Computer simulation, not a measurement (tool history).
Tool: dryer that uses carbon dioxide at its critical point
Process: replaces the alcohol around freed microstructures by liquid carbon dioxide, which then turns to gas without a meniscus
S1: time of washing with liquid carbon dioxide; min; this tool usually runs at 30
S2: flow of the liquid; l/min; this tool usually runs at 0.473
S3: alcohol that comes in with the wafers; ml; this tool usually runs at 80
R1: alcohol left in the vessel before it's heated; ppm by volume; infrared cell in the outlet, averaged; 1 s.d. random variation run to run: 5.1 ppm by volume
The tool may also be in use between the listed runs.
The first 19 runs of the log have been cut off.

run 20 hour=659.4 | S1=30 S2=0.473 S3=80 | R1=144
run 21 hour=703.1 | S1=30 S2=0.473 S3=80 | R1=173
run 22 hour=731.0 | S1=30 S2=0.473 S3=80 | R1=171
run 23 hour=756.7 | S1=30 S2=0.372 S3=80 | R1=464
run 24 hour=794.8 | S1=30 S2=0.372 S3=80 | R1=486
-- hour=812.3 inlet filter changed
run 25 hour=831.0 | S1=34 S2=0.372 S3=80 | R1=217
run 26 hour=859.7 | S1=45 S2=0.473 S3=80 | R1=103
run 27 hour=883.4 | S1=43 S2=0.473 S3=118 | R1=111
run 28 hour=905.9 | S1=43 S2=0.473 S3=118 | R1=122
run 29 hour=934.0 | S1=39 S2=0.473 S3=80 | R1=110
run 30 hour=980.0 | S1=39 S2=0.473 S3=80 | R1=127
run 31 hour=1021.0 | S1=39 S2=0.473 S3=80 | R1=123
run 32 hour=1041.1 | S1=35 S2=0.593 S3=51 | R1=119
run 33 hour=1072.4 | S1=44 S2=0.593 S3=21 | R1=126
run 34 hour=1105.3 | S1=44 S2=0.593 S3=21 | R1=135
run 35 hour=1136.7 | S1=21 S2=0.298 S3=40 | R1=1671
run 36 hour=1158.2 | S1=44 S2=0.629 S3=41 | R1=132
-- hour=1165.4 inlet filter changed
run 37 hour=1200.1 | S1=44 S2=0.629 S3=41 | R1=141

For run 38, what comes out?
run 38 hour=1221.2 | S1=19 S2=0.338 S3=80 | R1=?

R1: 2304 ppm by volume
Were there no unlogged condition in the tool, this run, its random variation unchanged, would have produced R1 2042 ppm by volume.
